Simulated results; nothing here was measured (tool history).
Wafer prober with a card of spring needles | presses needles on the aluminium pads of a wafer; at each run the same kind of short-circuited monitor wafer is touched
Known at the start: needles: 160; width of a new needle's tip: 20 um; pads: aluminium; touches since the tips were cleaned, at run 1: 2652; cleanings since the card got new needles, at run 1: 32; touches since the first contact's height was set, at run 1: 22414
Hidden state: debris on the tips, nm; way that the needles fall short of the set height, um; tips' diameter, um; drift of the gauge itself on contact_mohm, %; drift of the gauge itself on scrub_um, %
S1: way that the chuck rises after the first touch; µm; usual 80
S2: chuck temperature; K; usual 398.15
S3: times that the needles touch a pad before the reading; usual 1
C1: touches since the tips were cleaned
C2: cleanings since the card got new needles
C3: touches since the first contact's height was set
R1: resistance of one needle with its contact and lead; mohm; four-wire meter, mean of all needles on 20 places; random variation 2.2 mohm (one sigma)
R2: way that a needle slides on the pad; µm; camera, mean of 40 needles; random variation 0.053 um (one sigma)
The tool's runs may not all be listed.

run   hour  S1      S2  S3    C1  C2      C3   R1     R2
  1      0  80  398.15   1  2652  32   22414  250  17.97
       5.3  -- tips cleaned on abrasive film
  2   11.1  80  398.15   1  3378  33   28766  248  18.03
      14.7  -- tips cleaned on abrasive film
  3   22.8  80  398.15   1  4709  34   35464  248  17.94
      24.3  -- tips cleaned on abrasive film
      33.5  -- tips cleaned on abrasive film
  4   33.5  80  398.15   1     0  36   41512  249  17.99
  5   39.6  80  398.15   1  3481  36   44993  250  18.04
      43.3  -- tips cleaned on abrasive film
  6   51.6  80  398.15   1  4753  37   51851  250  18.02
      52.7  -- tips cleaned on abrasive film
      62.4  -- tips cleaned on abrasive film
  7   63.4  80  398.15   1   591  39   58564  248  18.07
  8   68.4  84  398.15   1  3468  39   61441  247  18.92
        72  -- tips cleaned on abrasive film
  9   76.4  80  398.15   1  2542  40   65991  250  18.04
      81.3  -- tips cleaned on abrasive film
 10   85.1  80  340.15   1  2192  41   70950  233  18.05
      90.7  -- tips cleaned on abrasive film
 11   96.1  80  340.15   1  3089  42   77180  229  18.14
     100.1  -- tips cleaned on abrasive film
 12  103.6  80  340.15   1  1977  43   81459  232  18.06
 13  109.1  66  394.15   1  5150  43   84632  250  14.93
     110.1  -- tips cleaned on abrasive film
 14  118.7  92  316.15   2  4954  44   90118  224  20.82
     119.6  -- tips cleaned on abrasive film
 15    124  88  334.15   1  2575  45   93123  233  19.89
     129.2  -- tips cleaned on abrasive film
 16  134.6  88  345.15   1  3131  46   99155  232  20.02
     138.4  -- tips cleaned on abrasive film
 17  144.3  88  345.15   1  3367  47  104679  231  19.98
     147.9  -- tips cleaned on abrasive film
 18  149.8  88  388.15   2  1065  48  107798  242  20.03
     157.4  -- tips cleaned on abrasive film
 19  159.7  88  388.15   2  1309  49  113426  244  20.03
     166.7  -- tips cleaned on abrasive film
 20  166.7  88  388.15   2     0  50  117417  241  20.08
     176.7  -- tips cleaned on abrasive film
 21  178.2  98  333.15   2   818  51  123970  229  22.34
 22  184.1  62  333.15   1  4236  51  127388  236  14.15
       186  -- tips cleaned on abrasive film
 23  189.4  62  333.15   1  1961  52  130401  238  14.12

4 ways to go on from here, each from the tool as it stands after run 23. What would each give?
     195.6  -- tips cleaned on abrasive film
  A  199.7  60  302.15   1  2338  53  136240   ?   ?
     195.6  -- tips cleaned on abrasive film
  B  199.7  64  368.15   1  2338  53  136240   ?   ?
     195.6  -- tips cleaned on abrasive film
  C  199.7  72  398.15   1  2338  53  136240   ?   ?
     195.6  -- tips cleaned on abrasive film
  D  199.7  62  305.15   1  2338  53  136240   ?   ?

run   R1     R2
  A  227  13.62
  B  245  14.58
  C  250  16.39
  D  226   14.2
Without the tool's hidden state the same runs would have given:
run   R1     R2
  A  226   13.4
  B  245  14.35
  C  249  16.13
  D  226  13.98
